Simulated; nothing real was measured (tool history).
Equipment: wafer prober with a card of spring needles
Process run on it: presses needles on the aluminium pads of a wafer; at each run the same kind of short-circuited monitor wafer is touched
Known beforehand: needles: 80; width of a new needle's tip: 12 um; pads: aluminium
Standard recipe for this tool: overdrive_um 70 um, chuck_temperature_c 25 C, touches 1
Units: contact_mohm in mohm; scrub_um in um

Run 1, hour 0: usual settings. Result: contact_mohm 214 mohm, scrub_um 12.76 um.
At hour 5.9: tips cleaned on abrasive film.
Run 2, hour 14.9: usual settings. Result: contact_mohm 214 mohm, scrub_um 12.78 um.
At hour 18.8: tips cleaned on abrasive film.
At hour 31.5: tips cleaned on abrasive film.
Run 3, hour 38.5: usual settings. Result: contact_mohm 213 mohm, scrub_um 12.78 um.
At hour 44.1: tips cleaned on abrasive film.
At hour 56.2: tips cleaned on abrasive film.
Run 4, hour 58.2: usual settings. Result: contact_mohm 210 mohm, scrub_um 12.8 um.
At hour 68.7: tips cleaned on abrasive film.
Run 5, hour 76: usual settings. Result: contact_mohm 214 mohm, scrub_um 12.78 um.
At hour 81.2: tips cleaned on abrasive film.
At hour 93.6: tips cleaned on abrasive film.
Run 6, hour 98.4: usual settings. Result: contact_mohm 209 mohm, scrub_um 12.81 um.
At hour 105.8: tips cleaned on abrasive film.
At hour 117.7: tips cleaned on abrasive film.
Run 7, hour 122.9: usual settings. Result: contact_mohm 210 mohm, scrub_um 12.84 um.
At hour 129.7: tips cleaned on abrasive film.
Run 8, hour 136.6: usual settings. Result: contact_mohm 208 mohm, scrub_um 12.83 um.
At hour 142.2: tips cleaned on abrasive film.
At hour 155.4: tips cleaned on abrasive film.
Run 9, hour 156.8: usual settings. Result: contact_mohm 210 mohm, scrub_um 12.85 um.
At hour 167.1: tips cleaned on abrasive film.
Run 10, hour 173.1: usual settings. Result: contact_mohm 217 mohm, scrub_um 12.86 um.
At hour 180: tips cleaned on abrasive film.
Run 11, hour 187.1: usual settings. Result: contact_mohm 210 mohm, scrub_um 12.87 um.
At hour 193.2: tips cleaned on abrasive film.
Run 12, hour 200.6: usual settings but chuck_temperature_c 50 C. Result: contact_mohm 218 mohm, scrub_um 12.9 um.
At hour 206.6: tips cleaned on abrasive film.
At hour 219.2: tips cleaned on abrasive film.
Run 13, hour 219.2: usual settings but chuck_temperature_c 50 C. Result: contact_mohm 216 mohm, scrub_um 12.9 um.
At hour 231.1: tips cleaned on abrasive film.
Run 14, hour 239.4: usual settings but chuck_temperature_c 50 C. Result: contact_mohm 217 mohm, scrub_um 12.91 um.
At hour 244.9: tips cleaned on abrasive film.
At hour 258: tips cleaned on abrasive film.
Run 15, hour 265.3: usual settings but chuck_temperature_c 50 C. Result: contact_mohm 216 mohm, scrub_um 12.95 um.
At hour 269.8: tips cleaned on abrasive film.
Run 16, hour 281.2: usual settings but overdrive_um 90 um. Result: contact_mohm 212 mohm, scrub_um 16.67 um.
At hour 282.4: tips cleaned on abrasive film.
At hour 294.6: tips cleaned on abrasive film.
Run 17, hour 301.8: usual settings but overdrive_um 63 um, chuck_temperature_c 42 C, touches 3. Result: contact_mohm 214 mohm, scrub_um 11.69 um.
At hour 307: tips cleaned on abrasive film.
Run 18, hour 314.3: usual settings but overdrive_um 64 um. Result: contact_mohm 209 mohm, scrub_um 11.85 um.
At hour 320.5: tips cleaned on abrasive film.
Run 19, hour 328.2: usual settings but overdrive_um 55 um, chuck_temperature_c 82 C. Result: contact_mohm 228 mohm, scrub_um 10.23 um.
At hour 332.3: tips cleaned on abrasive film.
At hour 344.6: tips cleaned on abrasive film.
Run 20, hour 350.9: usual settings but overdrive_um 69 um, touches 2. Result: contact_mohm 214 mohm, scrub_um 12.8 um.
At hour 356: height of the first contact set anew.
At hour 358.1: tips cleaned on abrasive film.
At hour 369.9: tips cleaned on abrasive film.
Run 21, hour 370.4: usual settings but overdrive_um 87 um, chuck_temperature_c 78 C. Result: contact_mohm 229 mohm, scrub_um 16.2 um.
At hour 381.9: tips cleaned on abrasive film.
At hour 394.2: tips cleaned on abrasive film.
Run 22, hour 396.9: usual settings but overdrive_um 87 um, chuck_temperature_c 34 C. Result: contact_mohm 211 mohm, scrub_um 16.19 um.
At hour 406.1: tips cleaned on abrasive film.
Run 23, hour 408: usual settings but overdrive_um 63 um, chuck_temperature_c 108 C, touches 3. Result: contact_mohm 232 mohm, scrub_um 11.7 um.
At hour 418.7: tips cleaned on abrasive film.
Run 24, hour 423.7: usual settings but overdrive_um 69 um, chuck_temperature_c 30 C. Result: contact_mohm 213 mohm, scrub_um 12.88 um.
At hour 430.5: tips cleaned on abrasive film.
At hour 442.8: tips cleaned on abrasive film.
Run 25, hour 446: usual settings but overdrive_um 72 um, chuck_temperature_c 68 C, touches 2. Result: contact_mohm 220 mohm, scrub_um 13.42 um.
At hour 454.8: tips cleaned on abrasive film.
At hour 467.2: tips cleaned on abrasive film.
Run 26, hour 467.2: usual settings but overdrive_um 75 um, chuck_temperature_c 69 C, touches 2. Result: contact_mohm 220 mohm, scrub_um 13.99 um.
At hour 475.1: gauge calibrated.
At hour 478.9: tips cleaned on abrasive film.
Run 27, hour 485.9: usual settings but overdrive_um 74 um, chuck_temperature_c 97 C. Result: contact_mohm 230 mohm, scrub_um 13.47 um.
At hour 491.4: tips cleaned on abrasive film.
Run 28, hour 500.6: usual settings but overdrive_um 51 um, chuck_temperature_c 50 C, touches 2. Result: contact_mohm 221 mohm, scrub_um 9.29 um.
At hour 502.9: tips cleaned on abrasive film.
Run 29, hour 513: usual settings but overdrive_um 75 um, chuck_temperature_c 50 C, touches 2. Result: contact_mohm 219 mohm, scrub_um 13.66 um.

Expected results for the next run?
At hour 515.5: tips cleaned on abrasive film.
At hour 527.3: tips cleaned on abrasive film.
Run 30, hour 536.5: usual settings but overdrive_um 75 um, chuck_temperature_c 50 C, touches 2. Result: contact_mohm ?, scrub_um ?.

{"run 30": {"contact_mohm": 217, "scrub_um": 13.74}}
Were there no unlogged condition in the tool, this run, its random variation unchanged, would have produced contact_mohm 217 mohm, scrub_um 13.7 um.
